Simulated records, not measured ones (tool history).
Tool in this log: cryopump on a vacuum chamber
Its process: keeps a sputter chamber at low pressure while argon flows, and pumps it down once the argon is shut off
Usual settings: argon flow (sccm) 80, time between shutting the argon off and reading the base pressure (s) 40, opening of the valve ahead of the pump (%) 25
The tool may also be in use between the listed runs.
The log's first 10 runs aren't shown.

run,day,argon flow (sccm),time between shutting the argon off and reading the base pressure (s),opening of the valve ahead of the pump (%),pressure while argon flows (Pa),pressure after the wait (uPa)
11,6.133,80,35,25,0.5755,3.12
12,6.862,80,35,25,0.5779,3.22
13,7.692,115,40,25,0.84,2.81
14,8.258,115,40,25,0.8303,2.82
15,8.942,115,40,25,0.8347,2.94
16,9.458,80,198,25,0.5791,1.37
17,9.792,80,40,39,0.3762,2.9
18,10.567,80,40,39,0.3812,3.01
19,10.988,80,46,25,0.5773,2.67
20,11.625,127,287,18,1.2614,1.29
21,12.221,127,287,18,1.2751,1.31
22,12.962,56,97,26,0.3932,1.83
23,13.533,56,97,26,0.3948,1.88
24,14.012,80,31,31,0.4791,3.52
25,14.396,94,84,21,0.8106,1.94
26,14.871,45,156,39,0.2151,1.45
27,15.317,81,156,39,0.3884,1.55
28,15.817,38,153,29,0.2402,1.57
29,16.438,38,40,51,0.1445,3.04
30,16.788,48,21,49,0.187,4.66
31,17.396,80,246,28,0.5282,1.36
32,17.783,80,246,28,0.5287,1.41
33,18.488,80,246,28,0.5298,1.39
34,19.212,89,37,25,0.6527,3.17

Branching from run 34: 3 alternative next runs. What would each branch give?
A,20.012,80,32,18,?,?
B,20.012,43,119,17,?,?
C,20.012,89,185,39,?,?

run,pressure while argon flows (Pa),pressure after the wait (uPa)
A,0.8009,3.49
B,0.4612,1.76
C,0.4332,1.54
What these runs would have given with no unlogged condition in the tool:
run,pressure while argon flows (Pa),pressure after the wait (uPa)
A,0.7673,2.69
B,0.443,0.94
C,0.3956,0.71
